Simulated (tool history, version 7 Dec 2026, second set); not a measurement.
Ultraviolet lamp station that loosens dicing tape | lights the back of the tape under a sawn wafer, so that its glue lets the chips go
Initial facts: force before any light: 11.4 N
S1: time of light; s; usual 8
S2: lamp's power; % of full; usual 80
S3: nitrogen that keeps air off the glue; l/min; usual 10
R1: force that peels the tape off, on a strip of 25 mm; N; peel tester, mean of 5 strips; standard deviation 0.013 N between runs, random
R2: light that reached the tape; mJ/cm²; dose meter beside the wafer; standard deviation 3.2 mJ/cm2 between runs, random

run	hour	S1	S2	S3	R1	R2
1	0	8	80	10	0.602	504
2	7	8	80	13	0.516	499
3	17.8	8	80	10	0.593	500
4	30	8	80	10	0.597	499
5	41.6	8	80	8	0.65	504
6	52.4	10	80	10	0.363	625
7	62.6	8	80	10	0.58	507
8	72.3	8	80	10	0.578	502
9	86.3	8	80	10	0.59	494
10	93.9	8	80	10	0.588	498
11	102.5	8	80	10	0.585	497
12	117.6	13	80	10	0.233	812
13	128.1	4	86	19	1.727	267
14	145.6	4	86	19	1.618	267
15	156	4	86	19	1.679	272
16	166	7	80	4	1.268	441
17	180.8	7	80	4	1.248	436
18	189.4	7	80	5	1.154	436
19	201.1	11	90	5	0.332	773
20	213.6	7	88	6	0.827	478
21	230.3	7	88	6	0.845	485
22	243.5	5	88	17	1.064	347

Each row is a separate what-if for the run after 22, all from the same tool condition, not one after another. Results?
A	255.9	5	72	17	?	?
B	255.9	10	88	19	?	?
C	255.9	5	88	17	?	?
D	255.9	8	82	5	?	?

run	R1	R2
A	1.574	278
B	0.263	689
C	1.071	341
D	0.798	512
The same runs, with their run-to-run variation unchanged, on a tool lacking any hidden condition would have given:
run	R1	R2
A	1.571	278
B	0.263	689
C	1.068	341
D	0.796	512
